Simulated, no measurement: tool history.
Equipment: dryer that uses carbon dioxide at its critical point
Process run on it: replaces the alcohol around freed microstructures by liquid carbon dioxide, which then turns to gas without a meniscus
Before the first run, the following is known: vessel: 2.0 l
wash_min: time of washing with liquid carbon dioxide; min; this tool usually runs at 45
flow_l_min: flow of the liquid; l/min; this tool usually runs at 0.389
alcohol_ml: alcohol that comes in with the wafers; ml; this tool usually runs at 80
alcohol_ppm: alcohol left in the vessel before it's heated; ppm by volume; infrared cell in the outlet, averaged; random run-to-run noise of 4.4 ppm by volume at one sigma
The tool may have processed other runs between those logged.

run,day,wash_min,flow_l_min,alcohol_ml,alcohol_ppm
1,0,45,0.389,80,24
2,0.183,45,0.603,80,19
3,0.571,45,0.389,80,22
4,0.742,45,0.305,80,101
5,1.104,45,0.389,80,29
6,1.442,45,0.389,80,30
7,1.654,68,0.389,80,24
8,1.975,68,0.389,80,24
9,2.246,68,0.389,80,13
10,2.629,64,0.389,115,17
11,2.817,64,0.389,115,23
12,3.083,64,0.389,115,19
13,3.375,64,0.32,47,14
14,3.708,65,0.389,109,12
15,3.888,65,0.249,51,49
16,4.167,65,0.248,32,32
17,4.546,57,0.611,81,23
18,4.825,33,0.601,53,24

Branching from run 18: 5 alternative next runs. What would each branch give?
A,5.212,51,0.334,41,?
B,5.212,33,0.601,34,?
C,5.212,66,0.33,104,?
D,5.212,45,0.543,39,?
E,5.212,30,0.389,80,?

run,alcohol_ppm
A,33
B,23
C,30
D,15
E,226
Stripped of hidden state, with their random variation kept, the same runs would have yielded:
run,alcohol_ppm
A,13
B,6
C,13
D,0
E,149
